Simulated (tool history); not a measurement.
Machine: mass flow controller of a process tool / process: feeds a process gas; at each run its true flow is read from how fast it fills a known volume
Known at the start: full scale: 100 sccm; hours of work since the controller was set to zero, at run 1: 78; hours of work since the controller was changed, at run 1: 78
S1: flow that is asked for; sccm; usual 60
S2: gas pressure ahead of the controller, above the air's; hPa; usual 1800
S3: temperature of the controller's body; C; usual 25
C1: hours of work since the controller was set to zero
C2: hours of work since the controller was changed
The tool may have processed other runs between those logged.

Run 1, day 0: usual settings; C1 78; C2 78. Result: true flow (%) 99.18.
Run 2, day 1.929: usual settings; C1 101; C2 101. Result: true flow (%) 99.18.
Run 3, day 4.196: usual settings; C1 129; C2 129. Result: true flow (%) 99.01.
Run 4, day 8.058: usual settings; C1 176; C2 176. Result: true flow (%) 98.93.
Run 5, day 9.612: usual settings but S1 57 sccm; C1 195; C2 195. Result: true flow (%) 98.89.
Run 6, day 12.492: usual settings but S1 57 sccm; C1 230; C2 230. Result: true flow (%) 98.88.
Run 7, day 14.817: usual settings but S1 57 sccm; C1 259; C2 259. Result: true flow (%) 98.86.

What does the tool deliver on the next run?
Run 8, day 18.442: usual settings but S1 57 sccm; C1 303; C2 303. Result: true flow (%) ?.

{"run 8": {"true flow (%)": 98.8}}
On a tool with no hidden condition, and with the same random variation, this run would have come out at true flow (%) 99.03.
